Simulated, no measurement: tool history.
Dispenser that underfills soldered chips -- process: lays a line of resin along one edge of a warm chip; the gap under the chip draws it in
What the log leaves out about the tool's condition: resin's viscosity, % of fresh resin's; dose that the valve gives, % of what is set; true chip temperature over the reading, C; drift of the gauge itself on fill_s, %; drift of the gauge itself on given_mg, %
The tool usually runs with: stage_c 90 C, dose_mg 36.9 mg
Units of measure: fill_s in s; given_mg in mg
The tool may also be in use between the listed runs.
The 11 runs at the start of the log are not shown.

run   hour  stage_c  dose_mg  hours of work since the syringe was changed  hours of work since the valve was cleaned  hours of work since the stage was calibrated  fill_s  given_mg
 12   37.1       90     45.0                                            5                                         58                                            52    33.0     42.85
      41.4  -- new syringe of resin
 13   41.4       90     35.8                                            0                                         61                                            55    28.4     34.07
 14   43.7       90     35.8                                            2                                         62                                            56    30.3     33.92
 15   45.9       90     35.8                                            3                                         64                                            58    31.1     34.09
 16   49.4       90     35.8                                            6                                         66                                            60    34.2     33.99
 17   51.8       90     35.8                                            8                                         68                                            62    36.8     33.61
      52.9  -- new syringe of resin
 18   55.3       90     35.8                                            2                                         70                                            64    30.0     33.86
 19   59.2       90     33.5                                            5                                         73                                            67    33.8     31.55
 20   61.7       84     36.0                                            6                                         75                                            69    41.8     33.87
      64.4  -- new syringe of resin
 21   67.0       86     37.4                                            2                                         79                                            73    34.6     34.96
 22   70.9       87     35.2                                            5                                         81                                            75    37.3     32.59
 23   75.0       87     35.2                                            8                                         84                                            78    40.8     32.89
      76.0  -- new syringe of resin
 24   78.4       94     40.0                                            2                                         87                                            81    26.8     37.26
 25   82.0      104     44.0                                            4                                         89                                            83    22.9     40.82
 26   85.8       81     35.7                                            7                                         92                                            86    46.4     32.93
      87.5  -- new syringe of resin
 27   88.8       81     35.7                                            1                                         94                                            88    38.2     33.04
 28   93.1       99     36.9                                            4                                         97                                            91    26.0     33.96
      95.9  -- dispensing valve cleaned and set on the balance
 29   99.0       96     43.7                                            8                                          2                                            95    30.7     43.89
     100.1  -- new syringe of resin
 30  102.1       96     43.7                                            1                                          4                                            97    24.8     43.54
 31  104.4       96     43.7                                            3                                          6                                            98    26.1     43.44
 32  109.1       77     40.2                                            7                                          9                                           102    49.3     40.09
     111.6  -- new syringe of resin
 33  114.1       83     31.8                                            2                                         13                                           105    37.8     31.50
 34  117.3       76     41.9                                            4                                         15                                           107    47.0     41.73
 35  121.3       76     41.9                                            7                                         18                                           110    52.1     41.44

Forecast each of these 4 alternatives for the next run:
     123.1  -- new syringe of resin
  A  126.5       85     44.9                                            2                                         21                                           114       ?         ?
     123.1  -- new syringe of resin
  B  126.5       76     33.8                                            2                                         21                                           114       ?         ?
     123.1  -- new syringe of resin
  C  126.5       84     38.9                                            2                                         21                                           114       ?         ?
     123.1  -- new syringe of resin
  D  126.5       81     38.1                                            2                                         21                                           114       ?         ?

run  fill_s  given_mg
  A    33.9     44.38
  B    47.3     33.14
  C    36.4     38.13
  D    39.6     37.49
Take away the tool's hidden state, keep each run's random variation, and the runs would have read:
run  fill_s  given_mg
  A    31.5     45.11
  B    43.9     33.68
  C    33.8     38.76
  D    36.8     38.11

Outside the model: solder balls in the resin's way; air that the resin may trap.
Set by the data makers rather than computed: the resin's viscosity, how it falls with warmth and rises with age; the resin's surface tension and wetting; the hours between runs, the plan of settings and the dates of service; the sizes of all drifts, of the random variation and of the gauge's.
